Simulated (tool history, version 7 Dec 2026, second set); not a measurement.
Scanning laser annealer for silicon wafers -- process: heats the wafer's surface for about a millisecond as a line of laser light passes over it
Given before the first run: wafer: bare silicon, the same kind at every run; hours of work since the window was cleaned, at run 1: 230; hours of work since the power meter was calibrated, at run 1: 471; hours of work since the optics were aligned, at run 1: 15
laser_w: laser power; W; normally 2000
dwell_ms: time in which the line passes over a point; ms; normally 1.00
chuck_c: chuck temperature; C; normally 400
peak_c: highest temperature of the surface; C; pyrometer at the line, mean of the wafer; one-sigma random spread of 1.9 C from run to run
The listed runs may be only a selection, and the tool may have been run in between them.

run,hour,laser_w,dwell_ms,chuck_c,hours of work since the window was cleaned,hours of work since the power meter was calibrated,hours of work since the optics were aligned,peak_c
1,0.0,2000,1.00,400,230,471,15,1218
2,56.5,2007,1.00,400,258,499,43,1217
3,104.4,2000,0.97,400,281,522,66,1200
4,159.7,2000,1.07,400,308,549,93,1235
5,209.2,2000,1.07,400,332,573,117,1230
6,234.7,2000,1.00,400,345,585,129,1205
7,282.3,2000,1.07,400,368,609,153,1227
8,331.6,2000,1.07,400,392,633,177,1225
9,362.1,2000,1.07,400,407,647,191,1222
10,386.5,2000,1.00,400,419,659,203,1201
# hour 422.1: window over the wafer cleaned
11,426.4,2000,1.00,400,2,678,222,1193
12,462.2,2000,0.81,400,20,695,239,1119
13,505.8,2000,1.00,400,41,716,260,1190
14,555.9,2000,1.00,400,65,741,285,1188
15,612.0,2000,1.00,400,93,768,312,1183
16,644.4,2000,1.00,400,108,784,328,1181
17,671.5,2000,1.00,360,122,797,341,1141
# hour 705.2: window over the wafer cleaned, once more
18,710.4,2000,1.22,360,3,815,359,1263
19,745.8,2000,1.00,400,20,832,376,1226
20,773.2,2000,1.00,417,33,846,390,1241
21,830.5,2000,1.00,417,61,874,418,1239
22,877.9,2000,1.00,362,84,897,441,1181
23,915.2,1988,1.22,394,102,915,459,1283
24,946.4,1988,1.22,394,118,930,474,1287
25,983.6,1775,1.18,400,136,948,492,1186
26,1023.8,2000,0.96,398,155,968,512,1197
27,1050.6,2194,1.06,400,168,981,525,1306
28,1074.3,2194,1.06,400,180,992,537,1309
29,1123.8,1844,0.84,400,204,1017,561,1101
30,1171.7,1916,1.00,400,227,1040,584,1178
31,1221.2,1916,1.00,400,251,1064,608,1177
32,1266.5,2000,1.04,400,274,1086,630,1217
33,1294.6,1953,1.07,383,287,1100,644,1191
34,1319.2,1953,0.75,394,299,1112,656,1082
35,1362.5,1825,0.97,418,320,1133,677,1142
36,1397.9,2000,1.08,370,338,1150,694,1196
37,1438.8,1864,0.85,411,357,1170,714,1108
38,1480.5,1864,0.85,411,378,1190,734,1099
39,1515.0,1864,0.85,411,395,1207,751,1104

Forecast each of these 5 alternatives for the next run:
A,1542.4,2000,1.00,421,408,1221,765,?
B,1542.4,1769,0.97,374,408,1221,765,?
C,1542.4,2051,1.00,440,408,1221,765,?
D,1542.4,1787,0.73,400,408,1221,765,?
E,1542.4,2000,0.87,400,408,1221,765,?

run,peak_c
A,1211
B,1073
C,1245
D,1020
E,1143
Take away the tool's hidden state, keep each run's random variation, and the runs would have read:
run,peak_c
A,1256
B,1113
C,1291
D,1055
E,1185
